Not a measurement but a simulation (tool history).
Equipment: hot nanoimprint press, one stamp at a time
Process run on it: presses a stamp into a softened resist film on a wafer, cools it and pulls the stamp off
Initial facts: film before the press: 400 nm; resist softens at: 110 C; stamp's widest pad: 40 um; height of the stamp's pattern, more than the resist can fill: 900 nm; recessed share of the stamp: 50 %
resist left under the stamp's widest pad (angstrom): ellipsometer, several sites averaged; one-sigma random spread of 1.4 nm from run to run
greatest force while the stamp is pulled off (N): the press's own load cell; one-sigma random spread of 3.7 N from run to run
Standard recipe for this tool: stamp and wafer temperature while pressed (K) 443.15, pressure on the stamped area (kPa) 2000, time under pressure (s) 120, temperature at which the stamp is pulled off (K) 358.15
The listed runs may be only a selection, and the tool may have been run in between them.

| run | day | stamp and wafer temperature while pressed (K) | pressure on the stamped area (kPa) | time under pressure (s) | temperature at which the stamp is pulled off (K) | resist left under the stamp's widest pad (angstrom) | greatest force while the stamp is pulled off (N) |
|---|---|---|---|---|---|---|---|
| 1 | 0 | 443.15 | 2000 | 120 | 358.15 | 2308 | 205 |
| 2 | 1.812 | 443.15 | 2000 | 120 | 358.15 | 2325 | 215 |
| 3 | 4.95 | 443.15 | 2000 | 120 | 358.15 | 2335 | 247 |
| 4 | 7.429 | 443.15 | 2000 | 120 | 358.15 | 2359 | 244 |
|  | 9.117 | stamp cleaned and given a new release coat |
| 5 | 9.896 | 443.15 | 2000 | 120 | 358.15 | 2362 | 199 |
| 6 | 12.812 | 443.15 | 2000 | 120 | 358.15 | 2393 | 197 |
|  | 15.533 | plate thermocouple calibrated |
| 7 | 15.904 | 443.15 | 2000 | 120 | 358.15 | 2192 | 207 |
| 8 | 19.458 | 443.15 | 2000 | 120 | 358.15 | 2238 | 225 |
| 9 | 22.133 | 443.15 | 2000 | 120 | 358.15 | 2256 | 242 |
|  | 24.967 | stamp cleaned and given a new release coat |
| 10 | 25.579 | 443.15 | 2000 | 120 | 358.15 | 2291 | 182 |
| 11 | 28.108 | 443.15 | 2370 | 106 | 365.15 | 2263 | 177 |
| 12 | 31.083 | 454.15 | 1700 | 100 | 346.15 | 1598 | 246 |
| 13 | 33.696 | 454.15 | 1700 | 100 | 346.15 | 1613 | 274 |
| 14 | 35.583 | 454.15 | 1700 | 100 | 346.15 | 1620 | 274 |
| 15 | 38.85 | 444.15 | 2340 | 112 | 348.15 | 2180 | 286 |
| 16 | 40.292 | 444.15 | 2340 | 112 | 348.15 | 2183 | 284 |
|  | 40.758 | stamp cleaned and given a new release coat |
| 17 | 43.058 | 443.15 | 2000 | 98 | 356.15 | 2477 | 197 |

Selected run-to-run steps in resist left under the stamp's widest pad (angstrom), each split into two signed amounts: the part the tool would show with no hidden state at all (from settings, incoming material and random variation), and the remainder, which goes to the hidden state together with any gauge scatter not common to the measured and the hidden-state-free results:
Unlogged tool condition in this case: true temperature over the reading, C; pressure that arrives at the usual setting, %; grip of the stamp's worn release coat, % over a new coat's; drift of the gauge itself on residual_nm, %; drift of the gauge itself on pull_off_n, %.
Run 6 -> 7: plate thermocouple calibrated. resist left under the stamp's widest pad (angstrom) -201: hidden state -155, all else -46.
Run 11 -> 12: stamp and wafer temperature while pressed (K) 443.15 -> 454.15, pressure on the stamped area (kPa) 2370 -> 1700, time under pressure (s) 106 -> 100, temperature at which the stamp is pulled off (K) 365.15 -> 346.15. resist left under the stamp's widest pad (angstrom) -665: hidden state -27, all else -638.
